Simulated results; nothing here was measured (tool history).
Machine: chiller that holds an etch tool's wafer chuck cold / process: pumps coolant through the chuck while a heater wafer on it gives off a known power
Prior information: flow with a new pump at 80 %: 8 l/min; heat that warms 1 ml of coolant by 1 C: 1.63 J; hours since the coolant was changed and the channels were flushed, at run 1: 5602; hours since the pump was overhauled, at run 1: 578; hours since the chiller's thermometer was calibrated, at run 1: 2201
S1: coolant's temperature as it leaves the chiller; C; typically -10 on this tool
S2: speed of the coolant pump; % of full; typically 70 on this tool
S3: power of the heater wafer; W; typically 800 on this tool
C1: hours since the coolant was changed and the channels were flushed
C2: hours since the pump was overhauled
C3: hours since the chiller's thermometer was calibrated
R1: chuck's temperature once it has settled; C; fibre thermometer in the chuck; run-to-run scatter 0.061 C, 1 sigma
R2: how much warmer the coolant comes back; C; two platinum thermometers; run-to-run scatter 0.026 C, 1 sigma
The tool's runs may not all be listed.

run	hour	S1	S2	S3	C1	C2	C3	R1	R2
1	0.0	-10	70	800	5602	578	2201	-1.09	4.16
2	26.9	-10	70	778	5629	605	2228	-1.37	4.08
3	59.7	-10	70	778	5661	638	2261	-1.40	4.06
4	92.6	-10	70	778	5694	670	2294	-1.33	4.05
5	125.6	-12	70	800	5727	703	2327	-3.11	4.11
6	155.4	-19	70	800	5757	733	2357	-10.13	4.17
7	184.0	-19	70	800	5786	762	2385	-10.07	4.21
8	206.6	-19	70	800	5808	784	2408	-10.02	4.15
9	224.9	-19	81	800	5827	803	2426	-10.98	3.63
10	240.0	-19	81	800	5842	818	2441	-11.07	3.60
11	271.2	-19	81	800	5873	849	2473	-11.03	3.62
12	288.7	-10	70	800	5890	866	2490	-1.12	4.17
# hour 292.5: chiller's thermometer calibrated
13	315.1	-10	70	800	5916	892	23	-1.14	4.19
14	343.4	-10	70	800	5944	920	51	-1.16	4.18
15	358.6	-10	80	800	5959	935	66	-2.02	3.67
16	376.7	-10	96	800	5977	953	84	-3.17	3.04
17	391.7	-12	100	827	5992	968	99	-5.15	3.07
18	406.3	-12	100	827	6007	983	114	-5.04	3.06
19	435.9	-12	100	827	6037	1013	143	-5.10	3.02
20	460.0	-12	93	620	6061	1037	167	-6.59	2.45
# hour 494.5: chiller's thermometer calibrated, once more
21	494.8	-16	74	565	6094	1071	0	-9.84	2.79
22	522.3	-16	74	565	6122	1098	28	-10.00	2.81
23	543.1	-19	66	788	6143	1119	49	-9.68	4.40
24	574.0	-18	100	788	6174	1150	80	-11.32	2.92
25	598.9	-18	100	788	6199	1175	104	-11.15	2.91
26	619.6	-10	70	500	6219	1195	125	-4.28	2.62
27	645.3	-10	70	420	6245	1221	151	-5.31	2.17
28	663.9	-17	70	420	6264	1240	169	-12.23	2.21
29	685.1	-17	70	420	6285	1261	191	-12.19	2.20
30	719.7	-10	69	803	6319	1296	225	-0.87	4.20
31	740.4	-17	69	493	6340	1316	246	-11.29	2.63
32	771.7	-10	64	800	6371	1347	277	-0.25	4.54

Hidden condition of the tool, last listed run before each entry between runs versus first listed run after:
Run 12 -> run 13: chiller's thermometer calibrated (hour 292.5)
  heat passed by the chuck's channels, % of clean ones': 92.7 -> 92.6; coolant's true temperature over the reading, C: -0.12 -> -0.19
  the result without the hidden state subtracted from the measured one, R1: +0.34 -> +0.27 C; R2: -0.02 -> -0.01 C
Run 20 -> run 21: chiller's thermometer calibrated, once more (hour 494.5)
  heat passed by the chuck's channels, % of clean ones': 92.5 -> 92.4; coolant's true temperature over the reading, C: -0.2 -> -0.03
  the result without the hidden state subtracted from the measured one, R1: +0.10 -> +0.30 C; R2: +0.00 -> +0.00 C

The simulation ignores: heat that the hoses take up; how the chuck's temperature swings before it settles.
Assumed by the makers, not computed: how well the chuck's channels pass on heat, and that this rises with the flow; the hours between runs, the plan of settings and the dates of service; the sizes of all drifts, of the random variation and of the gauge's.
